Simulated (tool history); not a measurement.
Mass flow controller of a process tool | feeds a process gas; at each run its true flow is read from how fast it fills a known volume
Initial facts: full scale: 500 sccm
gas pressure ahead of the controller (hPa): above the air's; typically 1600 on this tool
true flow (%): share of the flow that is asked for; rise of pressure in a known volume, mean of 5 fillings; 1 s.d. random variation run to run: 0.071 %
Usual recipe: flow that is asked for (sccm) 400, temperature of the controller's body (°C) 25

| run | day | flow that is asked for (sccm) | gas pressure ahead of the controller (hPa) | temperature of the controller's body (°C) | true flow (%) |
|---|---|---|---|---|---|
| 1 | 0.000 | 400 | 1600 | 25 | 99.85 |
| 2 | 4.962 | 400 | 1600 | 25 | 99.68 |
| 3 | 9.892 | 400 | 1600 | 25 | 99.76 |
| 4 | 14.800 | 400 | 1600 | 36 | 98.56 |
| 5 | 21.483 | 400 | 1600 | 36 | 98.62 |
| 6 | 27.592 | 400 | 1600 | 36 | 98.51 |
| 7 | 32.933 | 83 | 1600 | 36 | 97.16 |
| 8 | 39.783 | 71 | 1940 | 36 | 96.76 |
| 9 | 42.975 | 84 | 1730 | 29 | 97.41 |
| 10 | 46.492 | 441 | 1730 | 25 | 99.31 |
| 11 | 52.446 | 252 | 1450 | 29 | 98.32 |
| 12 | 59.062 | 316 | 1470 | 23 | 98.86 |
| 13 | 65.342 | 400 | 1620 | 21 | 99.33 |

3 ways to go on from here, each from the tool as it stands after run 13. What would each give?
| A | 71.492 | 459 | 1600 | 32 | ? |
| B | 71.492 | 183 | 1600 | 35 | ? |
| C | 71.492 | 118 | 2270 | 24 | ? |

| run | true flow (%) |
|---|---|
| A | 98.50 |
| B | 97.16 |
| C | 97.65 |
Without the tool's unlogged condition, the same runs would have read:
| run | true flow (%) |
|---|---|
| A | 99.26 |
| B | 97.91 |
| C | 98.41 |
